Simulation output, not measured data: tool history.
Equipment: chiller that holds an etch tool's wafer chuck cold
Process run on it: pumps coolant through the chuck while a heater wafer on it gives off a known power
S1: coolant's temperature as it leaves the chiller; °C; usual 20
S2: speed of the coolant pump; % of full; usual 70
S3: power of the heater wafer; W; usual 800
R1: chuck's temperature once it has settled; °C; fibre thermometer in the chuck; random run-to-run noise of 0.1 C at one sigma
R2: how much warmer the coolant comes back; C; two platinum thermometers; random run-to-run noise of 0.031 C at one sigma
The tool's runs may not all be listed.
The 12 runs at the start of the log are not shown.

run,hour,S1,S2,S3,R1,R2
13,2095.0,20,70,624,27.5,1.82
14,2302.7,20,70,624,27.5,1.83
15,2483.3,20,70,624,27.5,1.84
16,2596.4,20,74,800,29.3,2.18
17,2793.2,20,74,800,29.3,2.19
18,2954.2,20,74,800,29.1,2.17
19,3163.8,20,74,800,29.3,2.17
20,3257.6,20,74,800,29.4,2.19
21,3424.8,12,84,1171,24.7,2.78
22,3609.2,12,84,1171,24.6,2.75
23,3766.3,12,64,745,21.4,2.43
24,3942.5,11,75,1138,24.0,3.08
25,4041.0,14,79,882,23.8,2.25
26,4181.0,14,85,589,20.2,1.35
27,4297.2,20,73,637,27.5,1.82
28,4473.7,20,73,637,27.3,1.80
29,4579.7,20,73,405,24.7,1.15
# hour 4779.6: chiller's thermometer calibrated
30,4782.2,24,93,648,30.7,1.34
31,4954.3,24,93,648,30.5,1.38

Consider 3 possible next runs. They are alternatives, not a sequence: every one starts from the tool as it was left by run 31. What does each give?
A,5052.7,20,98,414,?,?
B,5052.7,16,93,727,?,?
C,5052.7,26,74,1003,?,?

run,R1,R2
A,23.9,0.84
B,23.4,1.55
C,37.5,2.74
Without the tool's unlogged condition, the same runs would have read:
run,R1,R2
A,23.9,0.83
B,23.4,1.55
C,37.5,2.73
